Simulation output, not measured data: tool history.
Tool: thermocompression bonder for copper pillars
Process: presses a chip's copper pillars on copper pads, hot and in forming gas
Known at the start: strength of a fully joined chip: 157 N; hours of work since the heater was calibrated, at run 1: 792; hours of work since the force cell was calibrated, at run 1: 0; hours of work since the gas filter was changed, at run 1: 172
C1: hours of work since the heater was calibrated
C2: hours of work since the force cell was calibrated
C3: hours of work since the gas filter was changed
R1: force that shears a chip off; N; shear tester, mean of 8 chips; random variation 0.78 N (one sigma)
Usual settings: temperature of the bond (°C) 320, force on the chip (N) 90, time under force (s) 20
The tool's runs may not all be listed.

Run 1, hour 0.0: usual settings; C1 792; C2 0; C3 172. Result: R1 69.4 N.
Run 2, hour 89.6: usual settings but force on the chip (N) 100; C1 852; C2 61; C3 233. Result: R1 76.7 N.
Run 3, hour 160.4: usual settings but force on the chip (N) 100; C1 900; C2 109; C3 281. Result: R1 76.7 N.
Run 4, hour 219.9: usual settings but force on the chip (N) 100; C1 941; C2 149; C3 321. Result: R1 76.3 N.
At hour 251.4: forming gas filter changed.
Run 5, hour 271.0: usual settings but force on the chip (N) 100; C1 975; C2 183; C3 13. Result: R1 82.3 N.
Run 6, hour 350.7: usual settings but temperature of the bond (°C) 338, force on the chip (N) 100; C1 1029; C2 237; C3 67. Result: R1 98.2 N.
Run 7, hour 408.1: usual settings but temperature of the bond (°C) 338, force on the chip (N) 100; C1 1068; C2 276; C3 106. Result: R1 97.8 N.
Run 8, hour 457.1: usual settings but temperature of the bond (°C) 338, force on the chip (N) 100; C1 1101; C2 310; C3 139. Result: R1 97.2 N.
Run 9, hour 531.3: usual settings but temperature of the bond (°C) 338, force on the chip (N) 100; C1 1152; C2 360; C3 190. Result: R1 98.0 N.
At hour 585.5: heater calibrated with a thermocouple chip.
Run 10, hour 617.5: usual settings but time under force (s) 54; C1 22; C2 417; C3 247. Result: R1 91.9 N.
Run 11, hour 660.0: usual settings but time under force (s) 54; C1 50; C2 446; C3 276. Result: R1 94.1 N.
Run 12, hour 732.5: usual settings but time under force (s) 54; C1 100; C2 495; C3 325. Result: R1 92.5 N.
At hour 761.7: forming gas filter changed.
Run 13, hour 793.9: usual settings but time under force (s) 50; C1 141; C2 536; C3 22. Result: R1 96.1 N.
Run 14, hour 880.9: usual settings but time under force (s) 56; C1 200; C2 595; C3 81. Result: R1 98.7 N.
Run 15, hour 962.6: usual settings but time under force (s) 56; C1 255; C2 650; C3 136. Result: R1 98.5 N.
Run 16, hour 1035.7: usual settings but time under force (s) 56; C1 305; C2 700; C3 186. Result: R1 97.8 N.
Run 17, hour 1104.2: usual settings but time under force (s) 56; C1 351; C2 746; C3 232. Result: R1 96.6 N.
Run 18, hour 1175.9: usual settings but time under force (s) 56; C1 400; C2 795; C3 281. Result: R1 95.7 N.
At hour 1181.4: force cell calibrated.
Run 19, hour 1251.7: usual settings but time under force (s) 56; C1 450; C2 48; C3 331. Result: R1 97.3 N.
At hour 1268.8: forming gas filter changed.
Run 20, hour 1327.2: usual settings but time under force (s) 56; C1 501; C2 99; C3 40. Result: R1 103.0 N.
Run 21, hour 1378.9: usual settings but force on the chip (N) 107, time under force (s) 30; C1 536; C2 134; C3 75. Result: R1 99.5 N.
Run 22, hour 1420.7: usual settings but temperature of the bond (°C) 325, force on the chip (N) 60, time under force (s) 53; C1 564; C2 162; C3 103. Result: R1 76.1 N.
Run 23, hour 1458.2: usual settings but temperature of the bond (°C) 340, time under force (s) 12; C1 590; C2 187; C3 128. Result: R1 77.8 N.
At hour 1542.0: force cell calibrated, once more.
Run 24, hour 1542.0: usual settings but force on the chip (N) 57; C1 646; C2 0; C3 184. Result: R1 42.0 N.
Run 25, hour 1616.6: usual settings but temperature of the bond (°C) 324, time under force (s) 13; C1 696; C2 51; C3 235. Result: R1 64.1 N.
Run 26, hour 1696.9: usual settings but temperature of the bond (°C) 315, force on the chip (N) 96, time under force (s) 28; C1 751; C2 105; C3 289. Result: R1 77.8 N.
Run 27, hour 1760.3: usual settings but force on the chip (N) 123, time under force (s) 10; C1 794; C2 148; C3 332. Result: R1 74.0 N.
At hour 1777.5: forming gas filter changed.
Run 28, hour 1844.0: usual settings but temperature of the bond (°C) 349, force on the chip (N) 94; C1 850; C2 204; C3 45. Result: R1 103.5 N.
Run 29, hour 1909.0: usual settings but temperature of the bond (°C) 339, force on the chip (N) 130, time under force (s) 29; C1 894; C2 248; C3 89. Result: R1 130.2 N.
Run 30, hour 1949.8: usual settings but time under force (s) 24; C1 922; C2 276; C3 117. Result: R1 78.4 N.
Run 31, hour 2034.0: usual settings but temperature of the bond (°C) 341, force on the chip (N) 71, time under force (s) 16; C1 979; C2 333; C3 174. Result: R1 67.6 N.
Run 32, hour 2082.7: usual settings but temperature of the bond (°C) 345, force on the chip (N) 106, time under force (s) 55; C1 1012; C2 366; C3 207. Result: R1 132.2 N.
Run 33, hour 2163.2: usual settings but temperature of the bond (°C) 295, force on the chip (N) 106, time under force (s) 17; C1 1066; C2 421; C3 261. Result: R1 57.4 N.
Run 34, hour 2232.4: usual settings but time under force (s) 16; C1 1113; C2 468; C3 308. Result: R1 66.6 N.
At hour 2284.0: forming gas filter changed.
Run 35, hour 2289.1: usual settings but temperature of the bond (°C) 344; C1 1151; C2 506; C3 3. Result: R1 98.6 N.
At hour 2340.7: heater calibrated with a thermocouple chip.
Run 36, hour 2363.1: usual settings but temperature of the bond (°C) 316; C1 15; C2 554; C3 52. Result: R1 65.6 N.
Run 37, hour 2418.1: usual settings but temperature of the bond (°C) 316; C1 52; C2 592; C3 89. Result: R1 65.9 N.
Run 38, hour 2468.4: usual settings but temperature of the bond (°C) 316; C1 87; C2 626; C3 124. Result: R1 66.7 N.
Run 39, hour 2543.3: usual settings but temperature of the bond (°C) 315, time under force (s) 19; C1 137; C2 677; C3 174. Result: R1 63.3 N.
Run 40, hour 2603.7: usual settings but temperature of the bond (°C) 340, force on the chip (N) 100, time under force (s) 44; C1 178; C2 718; C3 215. Result: R1 115.1 N.

3 ways to go on from here, each from the tool as it stands after run 40. What would each give?
Run A, hour 2647.9: usual settings but force on the chip (N) 54, time under force (s) 30; C1 208; C2 748; C3 245. Result: R1 ?.
Run B, hour 2647.9: usual settings but time under force (s) 14; C1 208; C2 748; C3 245. Result: R1 ?.
Run C, hour 2647.9: usual settings but temperature of the bond (°C) 325; C1 208; C2 748; C3 245. Result: R1 ?.

run    R1
  A  45.8
  B  59.9
  C  72.3
Without the tool's hidden state the same runs would have given:
run    R1
  A  45.5
  B  59.8
  C  72.5

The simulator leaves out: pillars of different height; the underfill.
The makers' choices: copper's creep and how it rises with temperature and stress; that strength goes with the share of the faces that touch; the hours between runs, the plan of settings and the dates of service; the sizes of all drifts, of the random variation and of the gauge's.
